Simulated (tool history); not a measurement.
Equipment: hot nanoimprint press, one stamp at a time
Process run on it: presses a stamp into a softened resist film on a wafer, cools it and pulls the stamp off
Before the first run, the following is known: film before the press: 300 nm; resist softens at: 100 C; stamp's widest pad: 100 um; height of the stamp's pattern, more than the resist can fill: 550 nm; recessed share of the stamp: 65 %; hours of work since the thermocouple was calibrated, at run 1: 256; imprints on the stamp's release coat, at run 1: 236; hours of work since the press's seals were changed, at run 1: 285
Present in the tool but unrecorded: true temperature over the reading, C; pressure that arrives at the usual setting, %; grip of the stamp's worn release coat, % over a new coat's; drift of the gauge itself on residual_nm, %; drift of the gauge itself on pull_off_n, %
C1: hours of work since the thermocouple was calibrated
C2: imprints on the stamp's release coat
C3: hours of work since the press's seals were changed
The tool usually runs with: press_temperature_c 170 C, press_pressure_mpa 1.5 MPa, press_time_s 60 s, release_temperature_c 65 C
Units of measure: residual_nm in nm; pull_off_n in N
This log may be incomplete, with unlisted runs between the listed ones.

{"run": 1, "hour": 0.0, "press_temperature_c": 170, "press_pressure_mpa": 1.5, "press_time_s": 60, "release_temperature_c": 65, "C1": 256, "C2": 236, "C3": 285, "residual_nm": 132.3, "pull_off_n": 111}
{"run": 2, "hour": 26.5, "press_temperature_c": 170, "press_pressure_mpa": 1.5, "press_time_s": 60, "release_temperature_c": 65, "C1": 272, "C2": 314, "C3": 300, "residual_nm": 131.6, "pull_off_n": 111}
{"run": 3, "hour": 46.2, "press_temperature_c": 170, "press_pressure_mpa": 1.5, "press_time_s": 60, "release_temperature_c": 65, "C1": 283, "C2": 372, "C3": 312, "residual_nm": 134.5, "pull_off_n": 118}
{"run": 4, "hour": 57.4, "press_temperature_c": 170, "press_pressure_mpa": 1.5, "press_time_s": 60, "release_temperature_c": 60, "C1": 290, "C2": 405, "C3": 318, "residual_nm": 135.9, "pull_off_n": 122}
{"run": 5, "hour": 75.1, "press_temperature_c": 170, "press_pressure_mpa": 1.5, "press_time_s": 60, "release_temperature_c": 60, "C1": 300, "C2": 458, "C3": 328, "residual_nm": 136.4, "pull_off_n": 121}
{"run": 6, "hour": 99.9, "press_temperature_c": 170, "press_pressure_mpa": 1.5, "press_time_s": 60, "release_temperature_c": 60, "C1": 315, "C2": 531, "C3": 343, "residual_nm": 136.6, "pull_off_n": 122}
{"run": 7, "hour": 123.8, "press_temperature_c": 170, "press_pressure_mpa": 1.5, "press_time_s": 60, "release_temperature_c": 60, "C1": 329, "C2": 601, "C3": 357, "residual_nm": 136.2, "pull_off_n": 128}
{"run": 8, "hour": 138.9, "press_temperature_c": 170, "press_pressure_mpa": 1.5, "press_time_s": 60, "release_temperature_c": 60, "C1": 337, "C2": 646, "C3": 366, "residual_nm": 136.7, "pull_off_n": 126}
{"run": 9, "hour": 159.9, "press_temperature_c": 170, "press_pressure_mpa": 1.5, "press_time_s": 60, "release_temperature_c": 60, "C1": 350, "C2": 708, "C3": 378, "residual_nm": 137.6, "pull_off_n": 131}
{"run": 10, "hour": 172.3, "press_temperature_c": 170, "press_pressure_mpa": 1.5, "press_time_s": 60, "release_temperature_c": 60, "C1": 357, "C2": 744, "C3": 385, "residual_nm": 135.5, "pull_off_n": 134}
{"run": 11, "hour": 188.1, "press_temperature_c": 170, "press_pressure_mpa": 1.5, "press_time_s": 60, "release_temperature_c": 65, "C1": 366, "C2": 791, "C3": 395, "residual_nm": 136.4, "pull_off_n": 127}
{"run": 12, "hour": 215.1, "press_temperature_c": 170, "press_pressure_mpa": 1.5, "press_time_s": 60, "release_temperature_c": 65, "C1": 382, "C2": 871, "C3": 410, "residual_nm": 139, "pull_off_n": 132}
{"run": 13, "hour": 229.6, "press_temperature_c": 170, "press_pressure_mpa": 1.5, "press_time_s": 91, "release_temperature_c": 65, "C1": 391, "C2": 914, "C3": 419, "residual_nm": 117.5, "pull_off_n": 136}
{"run": 14, "hour": 247.2, "press_temperature_c": 170, "press_pressure_mpa": 1.5, "press_time_s": 91, "release_temperature_c": 65, "C1": 401, "C2": 965, "C3": 429, "residual_nm": 117.8, "pull_off_n": 138}
{"run": 15, "hour": 272.9, "press_temperature_c": 170, "press_pressure_mpa": 1.5, "press_time_s": 91, "release_temperature_c": 65, "C1": 416, "C2": 1041, "C3": 444, "residual_nm": 120.6, "pull_off_n": 144}
{"run": 16, "hour": 295.5, "press_temperature_c": 170, "press_pressure_mpa": 1.5, "press_time_s": 91, "release_temperature_c": 65, "C1": 429, "C2": 1108, "C3": 457, "residual_nm": 119.1, "pull_off_n": 144}
{"run": 17, "hour": 316.1, "press_temperature_c": 160, "press_pressure_mpa": 1.5, "press_time_s": 47, "release_temperature_c": 65, "C1": 441, "C2": 1169, "C3": 469, "residual_nm": 237.1, "pull_off_n": 151}
{"run": 18, "hour": 341.1, "press_temperature_c": 164, "press_pressure_mpa": 1.05, "press_time_s": 60, "release_temperature_c": 71, "C1": 456, "C2": 1242, "C3": 484, "residual_nm": 211.9, "pull_off_n": 143}

Predict the results of run 19:
{"hour": 361.7, "done": "stamp cleaned and given a new release coat"}
{"run": 19, "hour": 374.1, "press_temperature_c": 177, "press_pressure_mpa": 1.36, "press_time_s": 108, "release_temperature_c": 71, "C1": 472, "C2": 36, "C3": 500, "residual_nm": "?", "pull_off_n": "?"}

Run 19 produced residual_nm 78.9 nm, pull_off_n 99 N.
The same run, on a tool lacking any hidden state, would have yielded residual_nm 69.5 nm, pull_off_n 96 N.
